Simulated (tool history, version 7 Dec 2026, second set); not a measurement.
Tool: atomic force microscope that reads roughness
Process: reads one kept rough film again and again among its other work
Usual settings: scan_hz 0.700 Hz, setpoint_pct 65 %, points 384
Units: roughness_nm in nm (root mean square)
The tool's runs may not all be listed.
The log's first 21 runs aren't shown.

| run | hour | scan_hz | setpoint_pct | points | pictures with this tip | hours of work since the height scale was calibrated | roughness_nm |
|---|---|---|---|---|---|---|---|
| 22 | 234.2 | 0.700 | 65 | 384 | 34 | 528 | 2.309 |
| 23 | 248.9 | 0.700 | 65 | 384 | 62 | 538 | 2.283 |
|  | 261.2 | new tip fitted |
| 24 | 264.3 | 0.700 | 65 | 384 | 6 | 548 | 2.349 |
| 25 | 273.0 | 0.869 | 77 | 384 | 22 | 554 | 2.233 |
| 26 | 286.7 | 0.869 | 77 | 384 | 48 | 563 | 2.219 |
| 27 | 299.1 | 0.682 | 72 | 330 | 72 | 572 | 2.253 |
|  | 306.3 | new tip fitted |
| 28 | 310.8 | 0.682 | 72 | 330 | 9 | 579 | 2.300 |
| 29 | 320.4 | 0.682 | 83 | 533 | 27 | 586 | 2.246 |
| 30 | 330.4 | 0.682 | 83 | 533 | 46 | 592 | 2.220 |
| 31 | 338.9 | 0.682 | 83 | 533 | 62 | 598 | 2.201 |
|  | 351.5 | new tip fitted |
| 32 | 352.4 | 2.742 | 84 | 680 | 1 | 607 | 1.903 |
| 33 | 361.7 | 0.960 | 65 | 384 | 19 | 613 | 2.304 |
| 34 | 374.8 | 0.697 | 88 | 384 | 44 | 622 | 2.191 |
| 35 | 385.6 | 2.603 | 65 | 337 | 64 | 629 | 2.134 |
|  | 397.4 | new tip fitted |
| 36 | 402.0 | 0.912 | 64 | 272 | 8 | 640 | 2.307 |
| 37 | 410.9 | 0.700 | 60 | 544 | 25 | 646 | 2.349 |
| 38 | 425.5 | 1.820 | 82 | 699 | 53 | 656 | 2.020 |
| 39 | 436.3 | 0.764 | 56 | 384 | 73 | 663 | 2.301 |
|  | 442.8 | new tip fitted |
| 40 | 447.5 | 1.746 | 59 | 384 | 8 | 671 | 2.298 |
| 41 | 456.5 | 1.746 | 59 | 384 | 25 | 677 | 2.271 |
| 42 | 463.5 | 1.222 | 88 | 532 | 39 | 681 | 2.056 |
| 43 | 475.1 | 1.222 | 88 | 532 | 61 | 689 | 2.048 |
|  | 488.9 | new tip fitted |
| 44 | 491.2 | 1.222 | 56 | 532 | 4 | 700 | 2.313 |
| 45 | 504.8 | 1.978 | 60 | 532 | 30 | 709 | 2.262 |

Forecast each of these 5 alternatives for the next run:
| A | 516.8 | 3.135 | 60 | 532 | 53 | 717 | ? |
| B | 516.8 | 0.675 | 73 | 266 | 53 | 717 | ? |
| C | 516.8 | 1.978 | 60 | 276 | 53 | 717 | ? |
| D | 516.8 | 1.767 | 60 | 441 | 53 | 717 | ? |
| E | 516.8 | 1.319 | 67 | 384 | 53 | 717 | ? |

| run | roughness_nm |
|---|---|
| A | 2.172 |
| B | 2.251 |
| C | 2.237 |
| D | 2.246 |
| E | 2.243 |
Without the tool's hidden state the same runs would have given:
| run | roughness_nm |
|---|---|
| A | 2.251 |
| B | 2.333 |
| C | 2.318 |
| D | 2.328 |
| E | 2.324 |
